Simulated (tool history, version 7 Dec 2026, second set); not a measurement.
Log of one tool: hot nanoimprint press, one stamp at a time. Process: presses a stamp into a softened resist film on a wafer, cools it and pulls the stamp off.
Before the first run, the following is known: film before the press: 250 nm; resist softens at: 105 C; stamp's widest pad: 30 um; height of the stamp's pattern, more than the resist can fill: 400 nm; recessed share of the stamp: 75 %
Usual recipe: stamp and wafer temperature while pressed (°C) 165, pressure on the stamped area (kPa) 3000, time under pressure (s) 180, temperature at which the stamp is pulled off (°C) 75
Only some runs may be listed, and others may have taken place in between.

run	day	stamp and wafer temperature while pressed (°C)	pressure on the stamped area (kPa)	time under pressure (s)	temperature at which the stamp is pulled off (°C)	resist left under the stamp's widest pad (nm)	greatest force while the stamp is pulled off (N)
1	0	165	3000	180	75	140	182
2	2.833	165	3000	180	75	139.7	194
3	5.025	165	3000	180	65	138.8	235
# day 7.525: stamp cleaned and given a new release coat
4	7.888	165	3000	180	65	138.4	172
5	11.133	165	3000	180	65	138.3	188
# day 11.75: plate thermocouple calibrated
6	14.229	165	3000	180	65	141.6	202
7	17.612	165	3000	180	75	140.3	186
8	19.558	165	3000	180	75	140.6	186
9	22.162	165	3000	180	75	139.9	208
# day 22.992: stamp cleaned and given a new release coat
10	23.929	172	4480	333	71	69.3	158
11	26.488	172	4720	333	71	67.4	168
# day 27.6: plate thermocouple calibrated
12	30.092	172	4720	333	71	69.4	184
13	33.421	172	4720	333	71	68.5	203
14	35.762	165	3490	215	64	125.6	242
15	37.575	165	3620	215	64	124.1	245
# day 38.45: stamp cleaned and given a new release coat
16	39.471	165	3620	215	64	122.9	182
17	41.721	165	4580	115	73	139.3	162
# day 43.3: plate thermocouple calibrated
# day 43.633: press's hydraulic seals changed and the load cell set to zero
18	44.725	165	1860	131	78	181.6	160

Alternative continuations, all from the tool just after run 18; predict every row:
A	46.767	165	1860	160	64	?	?
B	46.767	155	3000	180	69	?	?
C	46.767	176	3980	180	66	?	?
D	46.767	165	3910	248	75	?	?
E	46.767	165	2800	180	75	?	?

run	resist left under the stamp's widest pad (nm)	greatest force while the stamp is pulled off (N)
A	171.7	214
B	194.4	192
C	81.3	203
D	113.2	182
E	145.2	175
What these runs would have given with no unlogged condition in the tool:
run	resist left under the stamp's widest pad (nm)	greatest force while the stamp is pulled off (N)
A	172.5	178
B	195.3	159
C	81.9	169
D	114.1	151
E	146.1	145
